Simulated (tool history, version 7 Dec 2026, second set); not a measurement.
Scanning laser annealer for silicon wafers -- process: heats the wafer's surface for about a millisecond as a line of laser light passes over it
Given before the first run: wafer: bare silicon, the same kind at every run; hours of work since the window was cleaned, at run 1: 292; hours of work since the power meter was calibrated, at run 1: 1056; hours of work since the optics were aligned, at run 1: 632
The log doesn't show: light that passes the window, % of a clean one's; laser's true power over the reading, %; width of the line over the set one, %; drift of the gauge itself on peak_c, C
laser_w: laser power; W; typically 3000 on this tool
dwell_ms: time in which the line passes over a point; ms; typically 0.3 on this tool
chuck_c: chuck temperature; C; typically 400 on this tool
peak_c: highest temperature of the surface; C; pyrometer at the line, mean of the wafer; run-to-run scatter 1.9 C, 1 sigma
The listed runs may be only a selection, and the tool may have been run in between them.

run    hour  laser_w  dwell_ms  chuck_c  hours of work since the window was cleaned  hours of work since the power meter was calibrated  hours of work since the optics were aligned  peak_c
  1       0     3000       0.3      400                                         292                                                1056                                          632    1210
  2    51.9     3000       0.3      400                                         328                                                1092                                          668    1217
        113  -- window over the wafer cleaned
  3   120.4     3000       0.3      400                                           5                                                1138                                          714    1214
      142.5  -- optics aligned, line set to its width
  4   169.4     3000       0.3      400                                          36                                                1168                                           19    1214
  5   202.8     3000       0.3      400                                          59                                                1191                                           42    1213
  6   253.2     3000       0.3      400                                          94                                                1226                                           77    1214
  7     302     3000       0.3      400                                         127                                                1260                                          110    1213
  8   372.1     3024       0.3      400                                         176                                                1308                                          159    1221
  9   449.1     3024       0.3      400                                         229                                                1362                                          212    1220
 10   519.6     3024       0.3      400                                         278                                                1411                                          261    1222
 11   555.4     3024       0.3      400                                         303                                                1435                                          286    1219
 12   630.3     3000       0.3      400                                         355                                                1487                                          338    1215
      654.7  -- window over the wafer cleaned
 13   674.7     3000     0.251      400                                          14                                                1516                                          367    1151
 14   741.4     3000     0.251      400                                          60                                                1563                                          413    1151
 15   816.1     3209     0.251      400                                         112                                                1614                                          465    1209
 16   885.7     3209     0.251      400                                         160                                                1663                                          513    1206
 17   922.7     3209     0.251      400                                         186                                                1688                                          539    1208
 18   973.1     3000     0.283      368                                         220                                                1723                                          574    1158
 19  1029.2     3000     0.283      368                                         259                                                1762                                          612    1160
 20  1101.6     3179     0.243      368                                         309                                                1812                                          663    1155
 21  1174.3     3179     0.243      368                                         360                                                1862                                          713    1154
     1193.2  -- window over the wafer cleaned
     1198.2  -- optics aligned, line set to its width
 22  1221.2     3179     0.243      368                                          16                                                1890                                           16    1157
 23  1294.8     3179     0.243      368                                          67                                                1941                                           67    1155
 24  1350.8     3191     0.225      382                                         106                                                1980                                          106    1147
 25  1389.2     3191     0.225      382                                         132                                                2006                                          132    1146
 26  1449.2     2831     0.285      390                                         174                                                2048                                          174    1132
 27  1491.8     2569     0.257      409                                         203                                                2077                                          203    1042
 28  1547.5     2851       0.3      400                                         242                                                2116                                          242    1170
 29  1620.3     2755     0.239      368                                         292                                                2166                                          292    1030
 30  1654.3     2947     0.274      368                                         316                                                2190                                          316    1134
 31  1722.8     2947     0.274      368                                         363                                                2237                                          363    1133
     1737.4  -- window over the wafer cleaned
 32  1796.2     2591     0.372      414                                          41                                                2287                                          413    1172
 33  1871.6     2591     0.372      414                                          93                                                2339                                          465    1175
 34  1938.4     2591     0.372      414                                         139                                                2385                                          511    1179

Here are 4 independent what-if runs from the current tool condition. What would each one return?
  A  2006     2986     0.372      370                                         186                                                2432                                          558       ?
  B  2006     2952      0.36      400                                         186                                                2432                                          558       ?
  C  2006     3247     0.352      414                                         186                                                2432                                          558       ?
  D  2006     2895      0.23      414                                         186                                                2432                                          558       ?

run  peak_c
  A    1263
  B    1267
  C    1377
  D    1106
Without the tool's unlogged condition, the same runs would have read:
run  peak_c
  A    1264
  B    1268
  C    1377
  D    1106
